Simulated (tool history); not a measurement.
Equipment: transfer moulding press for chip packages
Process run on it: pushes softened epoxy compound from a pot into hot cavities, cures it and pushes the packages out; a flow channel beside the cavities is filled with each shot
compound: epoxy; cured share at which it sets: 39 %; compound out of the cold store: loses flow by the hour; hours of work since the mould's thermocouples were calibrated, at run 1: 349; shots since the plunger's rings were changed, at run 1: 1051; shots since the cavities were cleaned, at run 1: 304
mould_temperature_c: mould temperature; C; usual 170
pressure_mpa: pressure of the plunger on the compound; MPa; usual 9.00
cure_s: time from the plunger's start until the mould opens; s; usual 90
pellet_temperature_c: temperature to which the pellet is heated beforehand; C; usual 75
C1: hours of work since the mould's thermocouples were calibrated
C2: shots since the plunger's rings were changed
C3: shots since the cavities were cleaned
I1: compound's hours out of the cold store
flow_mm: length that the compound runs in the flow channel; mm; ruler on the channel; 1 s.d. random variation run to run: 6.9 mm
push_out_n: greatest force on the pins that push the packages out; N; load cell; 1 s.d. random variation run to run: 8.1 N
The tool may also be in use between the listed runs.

{"run": 1, "day": 0.0, "mould_temperature_c": 170, "pressure_mpa": 9.0, "cure_s": 90, "pellet_temperature_c": 75, "C1": 349, "C2": 1051, "C3": 304, "I1": 40.9, "flow_mm": 724, "push_out_n": 440}
{"run": 2, "day": 0.538, "mould_temperature_c": 170, "pressure_mpa": 9.0, "cure_s": 90, "pellet_temperature_c": 75, "C1": 357, "C2": 1212, "C3": 465, "I1": 20.1, "flow_mm": 802, "push_out_n": 491}
{"run": 3, "day": 0.808, "mould_temperature_c": 170, "pressure_mpa": 9.0, "cure_s": 90, "pellet_temperature_c": 75, "C1": 361, "C2": 1294, "C3": 547, "I1": 40.5, "flow_mm": 737, "push_out_n": 470}
{"run": 4, "day": 1.146, "mould_temperature_c": 170, "pressure_mpa": 9.0, "cure_s": 90, "pellet_temperature_c": 75, "C1": 367, "C2": 1396, "C3": 649, "I1": 37.8, "flow_mm": 738, "push_out_n": 489}
{"run": 5, "day": 1.554, "mould_temperature_c": 170, "pressure_mpa": 9.0, "cure_s": 90, "pellet_temperature_c": 75, "C1": 373, "C2": 1518, "C3": 771, "I1": 35.1, "flow_mm": 728, "push_out_n": 517}
{"day": 1.771, "done": "cavities cleaned with cleaning compound and waxed"}
{"run": 6, "day": 2.162, "mould_temperature_c": 170, "pressure_mpa": 9.0, "cure_s": 90, "pellet_temperature_c": 75, "C1": 381, "C2": 1682, "C3": 117, "I1": 9.5, "flow_mm": 822, "push_out_n": 404}
{"run": 7, "day": 2.708, "mould_temperature_c": 170, "pressure_mpa": 9.0, "cure_s": 90, "pellet_temperature_c": 75, "C1": 389, "C2": 1846, "C3": 281, "I1": 42.4, "flow_mm": 709, "push_out_n": 436}
{"run": 8, "day": 2.975, "mould_temperature_c": 170, "pressure_mpa": 9.0, "cure_s": 90, "pellet_temperature_c": 75, "C1": 393, "C2": 1926, "C3": 361, "I1": 41.6, "flow_mm": 715, "push_out_n": 440}
{"run": 9, "day": 3.325, "mould_temperature_c": 170, "pressure_mpa": 9.0, "cure_s": 90, "pellet_temperature_c": 75, "C1": 399, "C2": 2032, "C3": 467, "I1": 35.6, "flow_mm": 730, "push_out_n": 483}
{"run": 10, "day": 3.633, "mould_temperature_c": 170, "pressure_mpa": 9.0, "cure_s": 90, "pellet_temperature_c": 75, "C1": 403, "C2": 2124, "C3": 559, "I1": 32.3, "flow_mm": 748, "push_out_n": 505}
{"run": 11, "day": 4.192, "mould_temperature_c": 170, "pressure_mpa": 9.0, "cure_s": 105, "pellet_temperature_c": 75, "C1": 412, "C2": 2292, "C3": 727, "I1": 37.8, "flow_mm": 725, "push_out_n": 469}
{"day": 4.554, "done": "cavities cleaned with cleaning compound and waxed"}
{"run": 12, "day": 4.788, "mould_temperature_c": 170, "pressure_mpa": 9.0, "cure_s": 105, "pellet_temperature_c": 75, "C1": 420, "C2": 2452, "C3": 70, "I1": 15.9, "flow_mm": 784, "push_out_n": 336}
{"run": 13, "day": 5.3, "mould_temperature_c": 170, "pressure_mpa": 9.0, "cure_s": 70, "pellet_temperature_c": 75, "C1": 427, "C2": 2606, "C3": 224, "I1": 38.2, "flow_mm": 724, "push_out_n": 626}
{"run": 14, "day": 5.725, "mould_temperature_c": 170, "pressure_mpa": 9.0, "cure_s": 90, "pellet_temperature_c": 75, "C1": 434, "C2": 2734, "C3": 352, "I1": 37.9, "flow_mm": 712, "push_out_n": 443}
{"run": 15, "day": 6.317, "mould_temperature_c": 170, "pressure_mpa": 9.0, "cure_s": 110, "pellet_temperature_c": 75, "C1": 443, "C2": 2912, "C3": 530, "I1": 11.5, "flow_mm": 795, "push_out_n": 422}
{"run": 16, "day": 6.688, "mould_temperature_c": 170, "pressure_mpa": 8.42, "cure_s": 110, "pellet_temperature_c": 73, "C1": 448, "C2": 3023, "C3": 641, "I1": 14.4, "flow_mm": 771, "push_out_n": 437}
{"run": 17, "day": 7.0, "mould_temperature_c": 168, "pressure_mpa": 8.77, "cure_s": 106, "pellet_temperature_c": 70, "C1": 453, "C2": 3117, "C3": 735, "I1": 15.1, "flow_mm": 789, "push_out_n": 483}
{"day": 7.338, "done": "cavities cleaned with cleaning compound and waxed"}
{"run": 18, "day": 7.592, "mould_temperature_c": 169, "pressure_mpa": 8.43, "cure_s": 106, "pellet_temperature_c": 70, "C1": 461, "C2": 3276, "C3": 77, "I1": 10.5, "flow_mm": 775, "push_out_n": 366}
{"run": 19, "day": 7.862, "mould_temperature_c": 167, "pressure_mpa": 8.43, "cure_s": 106, "pellet_temperature_c": 79, "C1": 465, "C2": 3357, "C3": 158, "I1": 29.2, "flow_mm": 727, "push_out_n": 397}
{"run": 20, "day": 8.371, "mould_temperature_c": 162, "pressure_mpa": 9.0, "cure_s": 90, "pellet_temperature_c": 68, "C1": 473, "C2": 3510, "C3": 311, "I1": 27.4, "flow_mm": 795, "push_out_n": 798}
{"run": 21, "day": 8.921, "mould_temperature_c": 164, "pressure_mpa": 8.96, "cure_s": 106, "pellet_temperature_c": 82, "C1": 481, "C2": 3675, "C3": 476, "I1": 40.1, "flow_mm": 726, "push_out_n": 508}
{"run": 22, "day": 9.512, "mould_temperature_c": 164, "pressure_mpa": 8.96, "cure_s": 106, "pellet_temperature_c": 82, "C1": 490, "C2": 3853, "C3": 654, "I1": 9.1, "flow_mm": 824, "push_out_n": 582}

Run 23 comes next. What will it give?
{"day": 10.1, "done": "cavities cleaned with cleaning compound and waxed"}
{"run": 23, "day": 10.129, "mould_temperature_c": 164, "pressure_mpa": 8.96, "cure_s": 106, "pellet_temperature_c": 82, "C1": 499, "C2": 4020, "C3": 8, "I1": 11.9, "flow_mm": "?", "push_out_n": "?"}

flow_mm: 814 mm
push_out_n: 388 N
Had the tool carried no hidden state, the very same run would have given flow_mm 864 mm, push_out_n 373 N.

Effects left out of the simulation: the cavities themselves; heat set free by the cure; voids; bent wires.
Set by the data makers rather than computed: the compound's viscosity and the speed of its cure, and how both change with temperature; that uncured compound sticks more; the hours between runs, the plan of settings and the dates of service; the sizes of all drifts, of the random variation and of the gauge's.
